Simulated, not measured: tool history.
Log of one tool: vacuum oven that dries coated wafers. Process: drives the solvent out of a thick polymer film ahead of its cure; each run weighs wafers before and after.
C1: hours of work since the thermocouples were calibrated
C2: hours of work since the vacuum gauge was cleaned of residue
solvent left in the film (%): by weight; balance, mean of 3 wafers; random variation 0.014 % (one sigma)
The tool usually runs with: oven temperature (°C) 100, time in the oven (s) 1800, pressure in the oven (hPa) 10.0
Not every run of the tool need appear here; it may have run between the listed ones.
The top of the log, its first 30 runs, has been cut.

{"run": 31, "day": 39.167, "oven temperature (°C)": 94, "time in the oven (s)": 1800, "pressure in the oven (hPa)": 7.3, "C1": 527, "C2": 925, "solvent left in the film (%)": 3.25}
{"run": 32, "day": 40.154, "oven temperature (°C)": 90, "time in the oven (s)": 2460, "pressure in the oven (hPa)": 6.5, "C1": 538, "C2": 935, "solvent left in the film (%)": 3.12}
{"run": 33, "day": 41.779, "oven temperature (°C)": 90, "time in the oven (s)": 2460, "pressure in the oven (hPa)": 6.5, "C1": 555, "C2": 953, "solvent left in the film (%)": 3.14}
{"run": 34, "day": 43.588, "oven temperature (°C)": 100, "time in the oven (s)": 1380, "pressure in the oven (hPa)": 9.4, "C1": 575, "C2": 972, "solvent left in the film (%)": 2.69}
{"run": 35, "day": 45.125, "oven temperature (°C)": 87, "time in the oven (s)": 2220, "pressure in the oven (hPa)": 6.3, "C1": 591, "C2": 989, "solvent left in the film (%)": 4.47}
{"run": 36, "day": 45.992, "oven temperature (°C)": 100, "time in the oven (s)": 1380, "pressure in the oven (hPa)": 18.0, "C1": 601, "C2": 998, "solvent left in the film (%)": 3.1}
{"run": 37, "day": 47.325, "oven temperature (°C)": 100, "time in the oven (s)": 1380, "pressure in the oven (hPa)": 18.0, "C1": 615, "C2": 1013, "solvent left in the film (%)": 3.14}
{"run": 38, "day": 49.046, "oven temperature (°C)": 110, "time in the oven (s)": 2340, "pressure in the oven (hPa)": 18.0, "C1": 634, "C2": 1031, "solvent left in the film (%)": 0.84}
{"run": 39, "day": 49.983, "oven temperature (°C)": 104, "time in the oven (s)": 1080, "pressure in the oven (hPa)": 15.6, "C1": 644, "C2": 1042, "solvent left in the film (%)": 2.75}
{"run": 40, "day": 51.488, "oven temperature (°C)": 104, "time in the oven (s)": 1080, "pressure in the oven (hPa)": 15.6, "C1": 660, "C2": 1058, "solvent left in the film (%)": 2.78}
{"run": 41, "day": 52.775, "oven temperature (°C)": 100, "time in the oven (s)": 1140, "pressure in the oven (hPa)": 10.0, "C1": 674, "C2": 1072, "solvent left in the film (%)": 3.38}
{"run": 42, "day": 54.121, "oven temperature (°C)": 87, "time in the oven (s)": 1380, "pressure in the oven (hPa)": 10.0, "C1": 689, "C2": 1086, "solvent left in the film (%)": 6.73}
{"run": 43, "day": 54.971, "oven temperature (°C)": 87, "time in the oven (s)": 1380, "pressure in the oven (hPa)": 10.0, "C1": 698, "C2": 1096, "solvent left in the film (%)": 6.73}
{"run": 44, "day": 56.108, "oven temperature (°C)": 87, "time in the oven (s)": 1380, "pressure in the oven (hPa)": 10.0, "C1": 710, "C2": 1108, "solvent left in the film (%)": 6.72}
{"run": 45, "day": 57.683, "oven temperature (°C)": 87, "time in the oven (s)": 1380, "pressure in the oven (hPa)": 10.0, "C1": 727, "C2": 1125, "solvent left in the film (%)": 6.66}
{"run": 46, "day": 59.362, "oven temperature (°C)": 87, "time in the oven (s)": 3060, "pressure in the oven (hPa)": 24.1, "C1": 745, "C2": 1143, "solvent left in the film (%)": 4.55}
{"run": 47, "day": 60.638, "oven temperature (°C)": 91, "time in the oven (s)": 1920, "pressure in the oven (hPa)": 24.1, "C1": 759, "C2": 1157, "solvent left in the film (%)": 4.9}

Predict each of these 3 candidate next runs independently; none follows another, all start after run 47:
{"run": "A", "day": 61.829, "oven temperature (°C)": 101, "time in the oven (s)": 1560, "pressure in the oven (hPa)": 18.4, "C1": 772, "C2": 1170, "solvent left in the film (%)": "?"}
{"run": "B", "day": 61.829, "oven temperature (°C)": 100, "time in the oven (s)": 1680, "pressure in the oven (hPa)": 6.6, "C1": 772, "C2": 1170, "solvent left in the film (%)": "?"}
{"run": "C", "day": 61.829, "oven temperature (°C)": 87, "time in the oven (s)": 1920, "pressure in the oven (hPa)": 35.4, "C1": 772, "C2": 1170, "solvent left in the film (%)": "?"}

run=A solvent_left_in_the_film_(%)=2.42
run=B solvent_left_in_the_film_(%)=1.81
run=C solvent_left_in_the_film_(%)=7.11
With no hidden state in the tool, these same runs would have given:
run=A solvent_left_in_the_film_(%)=2.51
run=B solvent_left_in_the_film_(%)=1.89
run=C solvent_left_in_the_film_(%)=7.27
